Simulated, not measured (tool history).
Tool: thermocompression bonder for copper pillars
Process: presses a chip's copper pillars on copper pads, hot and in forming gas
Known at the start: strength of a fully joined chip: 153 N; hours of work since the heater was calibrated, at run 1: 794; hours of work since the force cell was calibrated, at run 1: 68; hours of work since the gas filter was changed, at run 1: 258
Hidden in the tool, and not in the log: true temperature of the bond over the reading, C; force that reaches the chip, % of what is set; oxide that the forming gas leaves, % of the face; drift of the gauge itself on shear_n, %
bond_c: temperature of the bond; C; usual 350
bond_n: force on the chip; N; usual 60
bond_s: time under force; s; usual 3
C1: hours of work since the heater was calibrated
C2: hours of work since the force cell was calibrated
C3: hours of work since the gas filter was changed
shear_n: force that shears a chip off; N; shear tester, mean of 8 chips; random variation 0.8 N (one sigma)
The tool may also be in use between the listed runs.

run 1 hour=0 | bond_c=350 bond_n=60 bond_s=3 | C1=794 C2=68 C3=258 | shear_n=54.4
run 2 hour=39.8 | bond_c=350 bond_n=60 bond_s=3 | C1=816 C2=90 C3=279 | shear_n=54.6
run 3 hour=73.3 | bond_c=350 bond_n=60 bond_s=3 | C1=834 C2=109 C3=298 | shear_n=53.8
run 4 hour=104.4 | bond_c=350 bond_n=60 bond_s=3 | C1=851 C2=126 C3=315 | shear_n=53.7
run 5 hour=143.3 | bond_c=350 bond_n=60 bond_s=3 | C1=873 C2=147 C3=337 | shear_n=52.8
run 6 hour=180.7 | bond_c=350 bond_n=60 bond_s=3 | C1=893 C2=168 C3=357 | shear_n=53.8
run 7 hour=202.2 | bond_c=350 bond_n=60 bond_s=6 | C1=905 C2=180 C3=369 | shear_n=67.9
run 8 hour=238.1 | bond_c=350 bond_n=60 bond_s=2 | C1=925 C2=200 C3=389 | shear_n=44.2
run 9 hour=259 | bond_c=350 bond_n=60 bond_s=2 | C1=937 C2=211 C3=401 | shear_n=44.5
run 10 hour=291.4 | bond_c=350 bond_n=60 bond_s=2 | C1=955 C2=229 C3=418 | shear_n=43.7
run 11 hour=329.9 | bond_c=354 bond_n=37 bond_s=4 | C1=976 C2=250 C3=440 | shear_n=34.9
-- hour=333.1 forming gas filter changed
run 12 hour=363.2 | bond_c=374 bond_n=50 bond_s=5 | C1=994 C2=269 C3=17 | shear_n=69.3
run 13 hour=385.8 | bond_c=323 bond_n=64 bond_s=3 | C1=1006 C2=281 C3=29 | shear_n=41.9
run 14 hour=426.4 | bond_c=323 bond_n=64 bond_s=3 | C1=1029 C2=303 C3=51 | shear_n=41.5
run 15 hour=459.3 | bond_c=356 bond_n=75 bond_s=2 | C1=1047 C2=322 C3=70 | shear_n=62.8
run 16 hour=489.3 | bond_c=352 bond_n=68 bond_s=7 | C1=1064 C2=338 C3=86 | shear_n=83.2
run 17 hour=510.1 | bond_c=333 bond_n=68 bond_s=3 | C1=1075 C2=350 C3=98 | shear_n=49.5

The next listed run, before its measurement:
run 18 hour=538.2 | bond_c=333 bond_n=68 bond_s=3 | C1=1091 C2=365 C3=113 | shear_n=?

shear_n: 49 N
Without the tool's hidden state the same run would have given shear_n 58.8 N.
